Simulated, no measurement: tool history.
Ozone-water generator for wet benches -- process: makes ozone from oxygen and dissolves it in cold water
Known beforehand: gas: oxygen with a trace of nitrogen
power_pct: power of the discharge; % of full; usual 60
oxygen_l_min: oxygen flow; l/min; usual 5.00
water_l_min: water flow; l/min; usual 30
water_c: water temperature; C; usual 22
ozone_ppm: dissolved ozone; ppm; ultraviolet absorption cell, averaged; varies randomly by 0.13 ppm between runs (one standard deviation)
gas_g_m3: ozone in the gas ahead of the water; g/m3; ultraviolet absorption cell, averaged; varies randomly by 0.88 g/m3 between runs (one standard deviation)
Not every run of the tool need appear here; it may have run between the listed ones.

run 1 hour=0.0 | power_pct=60 oxygen_l_min=5.00 water_l_min=30 water_c=22 | ozone_ppm=11.5 gas_g_m3=140.0
run 2 hour=127.3 | power_pct=60 oxygen_l_min=5.00 water_l_min=30 water_c=22 | ozone_ppm=11.5 gas_g_m3=138.9
run 3 hour=294.8 | power_pct=60 oxygen_l_min=5.00 water_l_min=34 water_c=22 | ozone_ppm=10.3 gas_g_m3=138.7
run 4 hour=376.0 | power_pct=60 oxygen_l_min=5.00 water_l_min=34 water_c=22 | ozone_ppm=10.3 gas_g_m3=140.3
run 5 hour=507.0 | power_pct=60 oxygen_l_min=5.00 water_l_min=34 water_c=22 | ozone_ppm=10.4 gas_g_m3=138.3
run 6 hour=665.7 | power_pct=60 oxygen_l_min=5.00 water_l_min=30 water_c=22 | ozone_ppm=11.4 gas_g_m3=139.5
run 7 hour=800.8 | power_pct=60 oxygen_l_min=5.00 water_l_min=30 water_c=22 | ozone_ppm=11.4 gas_g_m3=139.8
run 8 hour=936.2 | power_pct=60 oxygen_l_min=5.00 water_l_min=24 water_c=22 | ozone_ppm=13.3 gas_g_m3=136.8
run 9 hour=1037.0 | power_pct=60 oxygen_l_min=5.00 water_l_min=30 water_c=22 | ozone_ppm=11.3 gas_g_m3=137.7
run 10 hour=1156.5 | power_pct=60 oxygen_l_min=5.00 water_l_min=30 water_c=22 | ozone_ppm=11.1 gas_g_m3=137.9
run 11 hour=1253.9 | power_pct=60 oxygen_l_min=5.00 water_l_min=30 water_c=22 | ozone_ppm=11.1 gas_g_m3=136.6
run 12 hour=1376.8 | power_pct=60 oxygen_l_min=5.00 water_l_min=30 water_c=22 | ozone_ppm=11.3 gas_g_m3=138.3
-- hour=1492.2 contactor cleaned
run 13 hour=1556.7 | power_pct=45 oxygen_l_min=5.00 water_l_min=30 water_c=22 | ozone_ppm=9.3 gas_g_m3=115.3
run 14 hour=1656.5 | power_pct=45 oxygen_l_min=5.00 water_l_min=30 water_c=22 | ozone_ppm=9.1 gas_g_m3=114.0
run 15 hour=1733.3 | power_pct=45 oxygen_l_min=5.00 water_l_min=30 water_c=22 | ozone_ppm=9.1 gas_g_m3=113.5
run 16 hour=1864.2 | power_pct=45 oxygen_l_min=5.00 water_l_min=30 water_c=22 | ozone_ppm=9.2 gas_g_m3=115.0
run 17 hour=1987.7 | power_pct=60 oxygen_l_min=5.00 water_l_min=30 water_c=24 | ozone_ppm=10.5 gas_g_m3=137.6
run 18 hour=2076.7 | power_pct=92 oxygen_l_min=4.27 water_l_min=30 water_c=22 | ozone_ppm=14.2 gas_g_m3=193.5
run 19 hour=2186.2 | power_pct=42 oxygen_l_min=3.11 water_l_min=30 water_c=22 | ozone_ppm=8.4 gas_g_m3=143.7
run 20 hour=2273.5 | power_pct=68 oxygen_l_min=3.11 water_l_min=30 water_c=22 | ozone_ppm=11.3 gas_g_m3=196.3
-- hour=2301.8 contactor cleaned, once more
-- hour=2319.5 water thermometer calibrated
run 21 hour=2452.4 | power_pct=96 oxygen_l_min=3.32 water_l_min=30 water_c=14 | ozone_ppm=16.1 gas_g_m3=230.8
run 22 hour=2578.1 | power_pct=68 oxygen_l_min=3.32 water_l_min=30 water_c=15 | ozone_ppm=12.8 gas_g_m3=185.5
run 23 hour=2745.1 | power_pct=68 oxygen_l_min=3.32 water_l_min=41 water_c=21 | ozone_ppm=9.1 gas_g_m3=187.3
run 24 hour=2874.2 | power_pct=68 oxygen_l_min=3.32 water_l_min=41 water_c=21 | ozone_ppm=9.4 gas_g_m3=185.0
run 25 hour=3056.5 | power_pct=60 oxygen_l_min=5.00 water_l_min=35 water_c=22 | ozone_ppm=10.2 gas_g_m3=135.8
run 26 hour=3188.0 | power_pct=46 oxygen_l_min=5.81 water_l_min=30 water_c=22 | ozone_ppm=9.8 gas_g_m3=104.2
run 27 hour=3367.0 | power_pct=43 oxygen_l_min=5.00 water_l_min=30 water_c=16 | ozone_ppm=9.9 gas_g_m3=110.0
run 28 hour=3482.8 | power_pct=43 oxygen_l_min=7.43 water_l_min=23 water_c=16 | ozone_ppm=11.9 gas_g_m3=86.5
run 29 hour=3580.3 | power_pct=90 oxygen_l_min=3.20 water_l_min=43 water_c=22 | ozone_ppm=10.2 gas_g_m3=223.1
run 30 hour=3721.6 | power_pct=54 oxygen_l_min=3.08 water_l_min=20 water_c=22 | ozone_ppm=13.8 gas_g_m3=168.3
run 31 hour=3904.7 | power_pct=60 oxygen_l_min=3.34 water_l_min=44 water_c=22 | ozone_ppm=7.9 gas_g_m3=168.1
run 32 hour=3997.6 | power_pct=86 oxygen_l_min=5.80 water_l_min=37 water_c=24 | ozone_ppm=11.5 gas_g_m3=151.7
run 33 hour=4128.6 | power_pct=60 oxygen_l_min=5.00 water_l_min=22 water_c=28 | ozone_ppm=12.5 gas_g_m3=133.5

4 options for the next run, each taken on its own from the tool as it stands now. Forecast them:
run A hour=4246.2 | power_pct=60 oxygen_l_min=5.00 water_l_min=18 water_c=22 | ozone_ppm=? gas_g_m3=?
run B hour=4246.2 | power_pct=73 oxygen_l_min=5.00 water_l_min=22 water_c=29 | ozone_ppm=? gas_g_m3=?
run C hour=4246.2 | power_pct=60 oxygen_l_min=3.65 water_l_min=21 water_c=17 | ozone_ppm=? gas_g_m3=?
run D hour=4246.2 | power_pct=86 oxygen_l_min=4.12 water_l_min=39 water_c=22 | ozone_ppm=? gas_g_m3=?

run=A ozone_ppm=15.7 gas_g_m3=132.3
run=B ozone_ppm=14.1 gas_g_m3=149.2
run=C ozone_ppm=15.2 gas_g_m3=160.6
run=D ozone_ppm=10.9 gas_g_m3=182.9
Stripped of hidden state, with their random variation kept, the same runs would have yielded:
run=A ozone_ppm=17.7 gas_g_m3=145.5
run=B ozone_ppm=16.0 gas_g_m3=166.2
run=C ozone_ppm=17.1 gas_g_m3=176.7
run=D ozone_ppm=12.6 gas_g_m3=206.1

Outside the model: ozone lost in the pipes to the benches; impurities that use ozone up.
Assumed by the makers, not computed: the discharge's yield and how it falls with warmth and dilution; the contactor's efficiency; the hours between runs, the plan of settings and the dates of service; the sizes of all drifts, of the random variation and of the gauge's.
